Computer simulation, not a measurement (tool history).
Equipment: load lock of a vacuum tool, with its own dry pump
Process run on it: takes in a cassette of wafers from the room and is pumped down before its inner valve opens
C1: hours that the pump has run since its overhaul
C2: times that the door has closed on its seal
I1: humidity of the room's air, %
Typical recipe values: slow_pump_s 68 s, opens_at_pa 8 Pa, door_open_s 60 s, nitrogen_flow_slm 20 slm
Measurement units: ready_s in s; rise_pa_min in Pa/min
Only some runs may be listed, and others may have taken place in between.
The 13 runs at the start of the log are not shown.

run 14 hour=6224.4 | slow_pump_s=66 opens_at_pa=8 door_open_s=60 nitrogen_flow_slm=20 | C1=14055 C2=24273 | I1=47.5 | ready_s=109.1 rise_pa_min=0.031
run 15 hour=6831.9 | slow_pump_s=66 opens_at_pa=8 door_open_s=60 nitrogen_flow_slm=20 | C1=14662 C2=27254 | I1=45.7 | ready_s=108.7 rise_pa_min=0.029
run 16 hour=7280.4 | slow_pump_s=66 opens_at_pa=8 door_open_s=60 nitrogen_flow_slm=20 | C1=15111 C2=29454 | I1=41.2 | ready_s=108.8 rise_pa_min=0.030
run 17 hour=7575.8 | slow_pump_s=66 opens_at_pa=8 door_open_s=60 nitrogen_flow_slm=20 | C1=15406 C2=30904 | I1=45.2 | ready_s=108.8 rise_pa_min=0.031
run 18 hour=7879.3 | slow_pump_s=68 opens_at_pa=8 door_open_s=60 nitrogen_flow_slm=20 | C1=15710 C2=32393 | I1=44.0 | ready_s=111.0 rise_pa_min=0.025
run 19 hour=8278.0 | slow_pump_s=68 opens_at_pa=8 door_open_s=60 nitrogen_flow_slm=20 | C1=16109 C2=34349 | I1=43.1 | ready_s=110.0 rise_pa_min=0.025
run 20 hour=8895.2 | slow_pump_s=68 opens_at_pa=8 door_open_s=60 nitrogen_flow_slm=20 | C1=16726 C2=37378 | I1=46.3 | ready_s=110.9 rise_pa_min=0.024
run 21 hour=9327.7 | slow_pump_s=68 opens_at_pa=8 door_open_s=60 nitrogen_flow_slm=9 | C1=17158 C2=39500 | I1=45.4 | ready_s=110.2 rise_pa_min=0.044
-- hour=9437.2 dry pump taken out, an overhauled one fitted
run 22 hour=9608.7 | slow_pump_s=68 opens_at_pa=8 door_open_s=60 nitrogen_flow_slm=9 | C1=171 C2=40849 | I1=45.6 | ready_s=111.0 rise_pa_min=0.047
run 23 hour=10086.9 | slow_pump_s=68 opens_at_pa=8 door_open_s=60 nitrogen_flow_slm=9 | C1=650 C2=43195 | I1=43.4 | ready_s=110.7 rise_pa_min=0.041
run 24 hour=10694.9 | slow_pump_s=68 opens_at_pa=8 door_open_s=35 nitrogen_flow_slm=42 | C1=1258 C2=46179 | I1=46.8 | ready_s=111.5 rise_pa_min=0.016
run 25 hour=11222.0 | slow_pump_s=68 opens_at_pa=8 door_open_s=35 nitrogen_flow_slm=42 | C1=1785 C2=48765 | I1=45.9 | ready_s=110.5 rise_pa_min=0.016
run 26 hour=11547.4 | slow_pump_s=117 opens_at_pa=16 door_open_s=101 nitrogen_flow_slm=42 | C1=2110 C2=50362 | I1=46.0 | ready_s=149.0 rise_pa_min=0.023
run 27 hour=11865.4 | slow_pump_s=43 opens_at_pa=8 door_open_s=32 nitrogen_flow_slm=35 | C1=2428 C2=51922 | I1=40.9 | ready_s=88.7 rise_pa_min=0.017
run 28 hour=12441.3 | slow_pump_s=43 opens_at_pa=12 door_open_s=32 nitrogen_flow_slm=44 | C1=3004 C2=54748 | I1=45.6 | ready_s=85.9 rise_pa_min=0.015
run 29 hour=13028.7 | slow_pump_s=43 opens_at_pa=12 door_open_s=32 nitrogen_flow_slm=44 | C1=3592 C2=57630 | I1=47.1 | ready_s=87.0 rise_pa_min=0.014
run 30 hour=13648.0 | slow_pump_s=58 opens_at_pa=7 door_open_s=51 nitrogen_flow_slm=20 | C1=4211 C2=60669 | I1=46.2 | ready_s=102.5 rise_pa_min=0.027
run 31 hour=14218.0 | slow_pump_s=58 opens_at_pa=7 door_open_s=51 nitrogen_flow_slm=20 | C1=4781 C2=63466 | I1=45.3 | ready_s=102.8 rise_pa_min=0.029
-- hour=14527.8 door's seal changed, seat wiped
run 32 hour=14545.5 | slow_pump_s=38 opens_at_pa=12 door_open_s=51 nitrogen_flow_slm=20 | C1=5107 C2=87 | I1=38.5 | ready_s=81.0 rise_pa_min=0.022
run 33 hour=14835.9 | slow_pump_s=68 opens_at_pa=6 door_open_s=35 nitrogen_flow_slm=20 | C1=5397 C2=1511 | I1=45.2 | ready_s=111.4 rise_pa_min=0.022
run 34 hour=15247.4 | slow_pump_s=74 opens_at_pa=8 door_open_s=34 nitrogen_flow_slm=20 | C1=5809 C2=3530 | I1=45.0 | ready_s=116.5 rise_pa_min=0.010
run 35 hour=15565.4 | slow_pump_s=74 opens_at_pa=7 door_open_s=34 nitrogen_flow_slm=11 | C1=6127 C2=5091 | I1=47.8 | ready_s=117.9 rise_pa_min=0.025
run 36 hour=16011.4 | slow_pump_s=74 opens_at_pa=7 door_open_s=54 nitrogen_flow_slm=11 | C1=6573 C2=7279 | I1=45.1 | ready_s=116.7 rise_pa_min=0.034
run 37 hour=16540.9 | slow_pump_s=74 opens_at_pa=7 door_open_s=54 nitrogen_flow_slm=11 | C1=7102 C2=9877 | I1=45.7 | ready_s=117.1 rise_pa_min=0.033
run 38 hour=16849.6 | slow_pump_s=74 opens_at_pa=7 door_open_s=54 nitrogen_flow_slm=11 | C1=7411 C2=11392 | I1=44.9 | ready_s=115.9 rise_pa_min=0.031

Alternative continuations, all from the tool just after run 38; predict every row:
run A hour=17217.0 | slow_pump_s=74 opens_at_pa=12 door_open_s=44 nitrogen_flow_slm=11 | C1=7778 C2=13195 | I1=44.2 | ready_s=? rise_pa_min=?
run B hour=17217.0 | slow_pump_s=99 opens_at_pa=14 door_open_s=55 nitrogen_flow_slm=11 | C1=7778 C2=13195 | I1=45.5 | ready_s=? rise_pa_min=?
run C hour=17217.0 | slow_pump_s=68 opens_at_pa=8 door_open_s=32 nitrogen_flow_slm=11 | C1=7778 C2=13195 | I1=44.4 | ready_s=? rise_pa_min=?

run=A ready_s=114.6 rise_pa_min=0.034
run=B ready_s=134.2 rise_pa_min=0.038
run=C ready_s=109.9 rise_pa_min=0.030
The same runs, with their run-to-run variation unchanged, on a tool lacking any hidden condition would have given:
run=A ready_s=114.6 rise_pa_min=0.033
run=B ready_s=134.2 rise_pa_min=0.038
run=C ready_s=109.9 rise_pa_min=0.030
